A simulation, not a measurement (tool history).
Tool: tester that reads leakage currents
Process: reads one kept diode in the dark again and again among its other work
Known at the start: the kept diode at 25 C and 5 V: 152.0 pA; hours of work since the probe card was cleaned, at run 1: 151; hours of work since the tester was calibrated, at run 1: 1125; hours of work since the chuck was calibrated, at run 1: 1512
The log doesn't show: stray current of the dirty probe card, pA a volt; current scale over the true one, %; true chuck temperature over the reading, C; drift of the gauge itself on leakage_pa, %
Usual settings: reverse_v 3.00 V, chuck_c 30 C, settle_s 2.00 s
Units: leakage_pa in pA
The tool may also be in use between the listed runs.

run,hour,reverse_v,chuck_c,settle_s,hours of work since the probe card was cleaned,hours of work since the tester was calibrated,hours of work since the chuck was calibrated,leakage_pa
1,0.0,3.00,30,2.00,151,1125,1512,172.22
2,74.9,3.00,30,0.90,204,1178,1565,172.16
3,176.7,3.00,30,0.90,276,1250,1637,172.47
4,277.2,3.00,30,2.00,347,1321,1708,172.10
5,340.2,3.00,54,2.00,392,1366,1753,1189.58
6,388.8,3.00,30,2.00,427,1400,1787,171.34
# hour 398.1: tester calibrated
7,469.1,8.69,30,2.00,482,50,1843,305.04
8,542.5,8.69,30,2.00,534,102,1895,305.35
9,614.7,8.69,30,2.00,585,154,1946,306.81
# hour 621.4: tester calibrated, once more
# hour 655.4: chuck's temperature calibrated
10,674.4,8.69,30,2.00,625,36,13,327.44
11,759.6,8.69,30,2.00,685,97,74,328.18
12,827.6,8.69,24,2.00,734,145,122,197.53
13,872.7,8.69,24,2.00,766,177,154,197.54
14,944.4,5.23,44,2.78,816,228,205,783.46
15,1008.8,5.23,44,2.78,862,273,251,780.12
16,1087.6,10.92,37,0.35,918,329,307,668.56
17,1168.5,3.15,27,2.18,975,387,364,146.02
18,1236.6,16.47,30,0.40,1024,435,412,472.26

Forecast each of these 4 alternatives for the next run:
A,1305.6,16.47,49,0.88,1073,484,461,?
B,1305.6,1.83,35,0.40,1073,484,461,?
C,1305.6,2.40,38,2.00,1073,484,461,?
D,1305.6,7.39,27,2.78,1073,484,461,?

run,leakage_pa
A,2117.75
B,213.16
C,315.71
D,234.97
Without the tool's hidden state the same runs would have given:
run,leakage_pa
A,2110.71
B,212.49
C,315.15
D,224.69
